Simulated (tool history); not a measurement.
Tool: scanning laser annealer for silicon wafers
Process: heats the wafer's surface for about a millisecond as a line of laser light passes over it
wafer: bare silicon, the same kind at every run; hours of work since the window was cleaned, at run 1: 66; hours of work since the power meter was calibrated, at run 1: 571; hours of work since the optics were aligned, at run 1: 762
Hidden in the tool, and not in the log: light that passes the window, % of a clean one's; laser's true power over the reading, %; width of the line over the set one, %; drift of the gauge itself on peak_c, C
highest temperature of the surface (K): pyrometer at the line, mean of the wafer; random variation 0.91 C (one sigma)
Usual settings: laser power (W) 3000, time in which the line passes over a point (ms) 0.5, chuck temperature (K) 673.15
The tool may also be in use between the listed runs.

run	hour	laser power (W)	time in which the line passes over a point (ms)	chuck temperature (K)	hours of work since the window was cleaned	hours of work since the power meter was calibrated	hours of work since the optics were aligned	highest temperature of the surface (K)
1	0	3000	0.5	673.15	66	571	762	1391.45
2	62.1	3000	0.5	673.15	107	612	803	1388.85
3	162.2	3108	0.5	673.15	172	678	868	1411.85
4	216.5	3108	0.5	673.15	208	714	904	1409.75
5	296.8	3108	0.5	673.15	261	766	957	1407.35
6	361.3	3108	0.5	673.15	303	809	999	1408.55
# hour 422.7: optics aligned, line set to its width
7	432.3	2665	0.5	673.15	346	852	6	1313.15
8	532.8	2665	0.5	673.15	412	918	72	1312.55
9	580.1	2665	0.5	673.15	444	949	103	1311.65
10	654.7	3000	0.5	673.15	492	998	152	1386.15
11	702.3	3000	0.5	673.15	524	1029	184	1385.15
12	788.7	3000	0.5	673.15	580	1086	240	1384.95
# hour 862.9: window over the wafer cleaned
13	868.5	3000	0.5	673.15	4	1137	291	1394.45
14	914.1	3000	0.5	673.15	34	1167	321	1392.65
15	966.6	3000	0.5	673.15	68	1201	356	1394.15
16	1017.6	3000	0.5	673.15	102	1235	389	1392.65
17	1086.4	3000	0.5	673.15	147	1280	434	1392.15
# hour 1097.5: laser's power meter calibrated
18	1164.6	3000	0.5	673.15	196	44	484	1388.95
19	1220.5	3000	0.5	673.15	233	81	520	1389.55
20	1269.8	3073	0.5	673.15	265	113	553	1404.75
21	1326.4	3073	0.401	673.15	302	150	590	1336.75

Run 22 comes next. What will it give?
22	1391.8	3213	0.421	673.15	345	193	633	?

Run 22 gave highest temperature of the surface (K) 1378.75.
Without the tool's hidden state the same run would have given highest temperature of the surface (K) 1385.35.

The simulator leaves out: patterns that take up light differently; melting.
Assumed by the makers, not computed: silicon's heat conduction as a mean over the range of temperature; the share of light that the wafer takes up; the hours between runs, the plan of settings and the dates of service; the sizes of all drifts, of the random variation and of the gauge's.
